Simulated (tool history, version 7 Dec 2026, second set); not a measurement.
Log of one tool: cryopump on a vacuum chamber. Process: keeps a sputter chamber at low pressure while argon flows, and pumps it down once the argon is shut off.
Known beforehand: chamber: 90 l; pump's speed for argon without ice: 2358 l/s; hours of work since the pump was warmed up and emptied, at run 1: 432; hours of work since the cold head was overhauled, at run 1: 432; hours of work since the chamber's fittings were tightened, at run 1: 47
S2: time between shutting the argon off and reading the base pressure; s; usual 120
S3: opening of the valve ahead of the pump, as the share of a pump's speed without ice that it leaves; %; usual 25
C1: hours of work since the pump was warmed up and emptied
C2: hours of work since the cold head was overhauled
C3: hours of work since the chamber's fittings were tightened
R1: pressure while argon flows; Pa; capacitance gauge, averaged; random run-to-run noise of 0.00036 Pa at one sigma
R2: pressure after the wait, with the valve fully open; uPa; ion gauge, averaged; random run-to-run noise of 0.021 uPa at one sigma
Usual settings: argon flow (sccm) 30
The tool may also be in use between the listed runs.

Run 1, hour 0: usual settings; C1 432; C2 432; C3 47. Result: R1 0.0884 Pa, R2 0.55 uPa.
Run 2, hour 43.6: usual settings; C1 462; C2 462; C3 78. Result: R1 0.0888 Pa, R2 0.58 uPa.
Run 3, hour 65.8: usual settings but S3 43 %; C1 477; C2 477; C3 93. Result: R1 0.0526 Pa, R2 0.54 uPa.
Run 4, hour 114.9: usual settings but S3 43 %; C1 511; C2 511; C3 127. Result: R1 0.0527 Pa, R2 0.56 uPa.
Run 5, hour 137.6: usual settings; C1 527; C2 527; C3 143. Result: R1 0.0891 Pa, R2 0.6 uPa.
Run 6, hour 158.3: usual settings but argon flow (sccm) 59; C1 541; C2 541; C3 157. Result: R1 0.1747 Pa, R2 0.56 uPa.
Run 7, hour 207.5: usual settings; C1 576; C2 576; C3 191. Result: R1 0.0892 Pa, R2 0.63 uPa.
Run 8, hour 255.3: usual settings; C1 609; C2 609; C3 224. Result: R1 0.0891 Pa, R2 0.59 uPa.
Run 9, hour 304: usual settings; C1 642; C2 642; C3 258. Result: R1 0.0895 Pa, R2 0.62 uPa.
Run 10, hour 325.8: usual settings but S2 41 s; C1 658; C2 658; C3 273. Result: R1 0.0894 Pa, R2 1.4 uPa.
Run 11, hour 362.4: usual settings but S3 41 %; C1 683; C2 683; C3 298. Result: R1 0.0558 Pa, R2 0.65 uPa.
Run 12, hour 386.1: usual settings but S3 41 %; C1 699; C2 699; C3 315. Result: R1 0.0564 Pa, R2 0.64 uPa.
Run 13, hour 412.1: usual settings but S3 41 %; C1 717; C2 717; C3 333. Result: R1 0.0569 Pa, R2 0.69 uPa.
Run 14, hour 454.1: usual settings but argon flow (sccm) 38; C1 746; C2 746; C3 362. Result: R1 0.1151 Pa, R2 0.64 uPa.
Run 15, hour 478.8: usual settings but argon flow (sccm) 38; C1 763; C2 763; C3 379. Result: R1 0.1151 Pa, R2 0.64 uPa.
Run 16, hour 526.3: usual settings but argon flow (sccm) 38; C1 796; C2 796; C3 412. Result: R1 0.1146 Pa, R2 0.64 uPa.
Run 17, hour 547.4: usual settings but argon flow (sccm) 38; C1 811; C2 811; C3 427. Result: R1 0.1151 Pa, R2 0.71 uPa.
Run 18, hour 569: usual settings but argon flow (sccm) 38; C1 826; C2 826; C3 441. Result: R1 0.1154 Pa, R2 0.69 uPa.
Run 19, hour 618.6: usual settings but argon flow (sccm) 16, S2 88 s, S3 17 %; C1 860; C2 860; C3 476. Result: R1 0.0699 Pa, R2 0.84 uPa.
Run 20, hour 639.5: usual settings but argon flow (sccm) 26, S2 30 s, S3 52 %; C1 875; C2 875; C3 490. Result: R1 0.0403 Pa, R2 1.86 uPa.
Run 21, hour 684.3: usual settings but argon flow (sccm) 41, S2 30 s, S3 52 %; C1 906; C2 906; C3 521. Result: R1 0.0639 Pa, R2 1.81 uPa.
Run 22, hour 730.9: usual settings but argon flow (sccm) 41, S2 30 s, S3 52 %; C1 938; C2 938; C3 554. Result: R1 0.0647 Pa, R2 1.88 uPa.
Run 23, hour 778: usual settings but argon flow (sccm) 25, S2 27 s, S3 39 %; C1 971; C2 971; C3 586. Result: R1 0.0515 Pa, R2 2.08 uPa.
Run 24, hour 821.4: usual settings but argon flow (sccm) 19, S2 21 s, S3 21 %; C1 1001; C2 1001; C3 616. Result: R1 0.0681 Pa, R2 2.54 uPa.
At hour 839.7: pump warmed up, emptied and cooled again.
Run 25, hour 854.3: usual settings but argon flow (sccm) 13, S2 21 s, S3 40 %; C1 10; C2 1020; C3 636. Result: R1 0.0233 Pa, R2 2.49 uPa.
Run 26, hour 892: usual settings but argon flow (sccm) 13, S2 21 s, S3 40 %; C1 36; C2 1046; C3 662. Result: R1 0.0235 Pa, R2 2.52 uPa.
Run 27, hour 924: usual settings but argon flow (sccm) 42; C1 58; C2 1068; C3 684. Result: R1 0.1212 Pa, R2 0.66 uPa.
Run 28, hour 955.7: usual settings but argon flow (sccm) 42; C1 80; C2 1090; C3 706. Result: R1 0.1211 Pa, R2 0.72 uPa.
Run 29, hour 978.7: usual settings but argon flow (sccm) 42; C1 96; C2 1106; C3 722. Result: R1 0.1225 Pa, R2 0.67 uPa.
Run 30, hour 1009.2: usual settings but argon flow (sccm) 38; C1 117; C2 1127; C3 743. Result: R1 0.1098 Pa, R2 0.72 uPa.
Run 31, hour 1052.3: usual settings but argon flow (sccm) 59, S2 29 s, S3 49 %; C1 147; C2 1157; C3 773. Result: R1 0.0887 Pa, R2 1.94 uPa.
Run 32, hour 1083.4: usual settings but argon flow (sccm) 59, S2 29 s, S3 49 %; C1 169; C2 1179; C3 794. Result: R1 0.0884 Pa, R2 1.98 uPa.
Run 33, hour 1113.5: usual settings but argon flow (sccm) 21, S3 31 %; C1 190; C2 1200; C3 815. Result: R1 0.0492 Pa, R2 0.69 uPa.
Run 34, hour 1135.4: usual settings but argon flow (sccm) 14, S2 122 s, S3 28 %; C1 205; C2 1215; C3 830. Result: R1 0.0363 Pa, R2 0.72 uPa.

Predict each of these 4 candidate next runs independently; none follows another, all start after run 34:
Run A, hour 1170.8: usual settings but argon flow (sccm) 14, S2 122 s, S3 60 %; C1 229; C2 1239; C3 855. Result: R1 ?, R2 ?.
Run B, hour 1170.8: usual settings but argon flow (sccm) 14, S2 86 s, S3 26 %; C1 229; C2 1239; C3 855. Result: R1 ?, R2 ?.
Run C, hour 1170.8: usual settings but argon flow (sccm) 33, S2 22 s, S3 55 %; C1 229; C2 1239; C3 855. Result: R1 ?, R2 ?.
Run D, hour 1170.8: usual settings but S2 205 s, S3 24 %; C1 229; C2 1239; C3 855. Result: R1 ?, R2 ?.

run      R1    R2
  A  0.0175  0.68
  B  0.0391  0.93
  C  0.0447  2.42
  D  0.0911  0.56
Had the tool no hidden state, the same runs would have come out as:
run      R1    R2
  A  0.0168  0.47
  B  0.0384  0.71
  C   0.043  2.21
  D  0.0896  0.35

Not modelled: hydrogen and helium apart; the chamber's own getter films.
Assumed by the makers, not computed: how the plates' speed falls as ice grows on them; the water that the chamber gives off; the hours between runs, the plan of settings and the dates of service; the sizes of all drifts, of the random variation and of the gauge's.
